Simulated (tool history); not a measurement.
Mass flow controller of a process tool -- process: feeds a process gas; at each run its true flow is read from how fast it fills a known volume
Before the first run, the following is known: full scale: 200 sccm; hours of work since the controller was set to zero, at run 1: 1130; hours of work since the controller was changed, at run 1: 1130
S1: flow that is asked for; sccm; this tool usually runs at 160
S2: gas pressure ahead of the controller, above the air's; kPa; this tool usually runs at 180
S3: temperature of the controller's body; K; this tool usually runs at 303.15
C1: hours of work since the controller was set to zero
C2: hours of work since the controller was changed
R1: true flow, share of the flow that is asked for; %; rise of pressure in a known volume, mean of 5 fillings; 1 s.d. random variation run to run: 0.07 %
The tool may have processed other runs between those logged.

run,hour,S1,S2,S3,C1,C2,R1
1,0.0,160,180,303.15,1130,1130,99.49
2,55.7,160,180,303.15,1168,1168,99.45
3,149.5,160,180,303.15,1232,1232,99.27
4,189.5,160,180,303.15,1259,1259,99.38
5,262.5,160,180,303.15,1309,1309,99.29
6,311.9,160,180,303.15,1343,1343,99.41
7,401.0,121,180,303.15,1404,1404,99.19
8,443.5,121,142,303.15,1433,1433,99.08
9,530.1,121,142,303.15,1492,1492,99.07
10,616.9,121,142,303.15,1552,1552,99.18
11,694.1,60,229,311.15,1605,1605,98.24
12,784.1,46,180,311.15,1666,1666,98.24
13,862.7,80,181,300.15,1720,1720,99.45
14,906.4,80,166,311.15,1750,1750,98.42
15,994.1,160,172,303.15,1810,1810,99.28

Predict the results of run 16:
16,1047.9,25,238,306.15,1847,1847,?

Run 16 produced R1 98.72 %.
Without the tool's hidden state the same run would have given R1 98.72 %.
